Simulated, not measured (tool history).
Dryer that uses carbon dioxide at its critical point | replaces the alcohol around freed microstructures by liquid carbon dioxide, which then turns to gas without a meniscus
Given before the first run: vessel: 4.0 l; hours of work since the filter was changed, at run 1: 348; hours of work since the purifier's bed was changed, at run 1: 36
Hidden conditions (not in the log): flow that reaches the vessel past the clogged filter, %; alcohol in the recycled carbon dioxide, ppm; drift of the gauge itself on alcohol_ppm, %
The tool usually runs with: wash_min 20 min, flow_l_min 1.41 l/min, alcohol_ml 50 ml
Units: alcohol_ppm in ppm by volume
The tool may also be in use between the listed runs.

run,hour,wash_min,flow_l_min,alcohol_ml,hours of work since the filter was changed,hours of work since the purifier's bed was changed,alcohol_ppm
1,0,20,1.41,50,348,36,143
2,7.3,20,2.3,50,352,41,8
3,21,20,1.41,51,360,49,158
4,32,20,1.41,50,367,55,156
# hour 34.8: inlet filter changed
5,42.5,20,1.41,50,5,61,94
6,50.4,14,1.41,50,9,65,398
7,61.4,14,1.41,50,16,72,406
8,73.8,20,1.41,50,23,79,108
9,79.4,27,1.41,50,26,82,38
10,85.2,27,1.41,50,29,85,30
11,92.3,20,1.41,22,34,90,55
12,101.4,14,1.13,31,39,95,512
13,110.4,14,1.13,31,44,100,492
14,116,23,1.41,109,47,103,119
15,129,23,1.41,59,55,111,75

What does the tool deliver on the next run?
16,142.8,20,1.51,70,63,119,?

{"run 16": {"alcohol_ppm": 110}}
Were there no unlogged condition in the tool, this run, its random variation unchanged, would have produced alcohol_ppm 87 ppm by volume.

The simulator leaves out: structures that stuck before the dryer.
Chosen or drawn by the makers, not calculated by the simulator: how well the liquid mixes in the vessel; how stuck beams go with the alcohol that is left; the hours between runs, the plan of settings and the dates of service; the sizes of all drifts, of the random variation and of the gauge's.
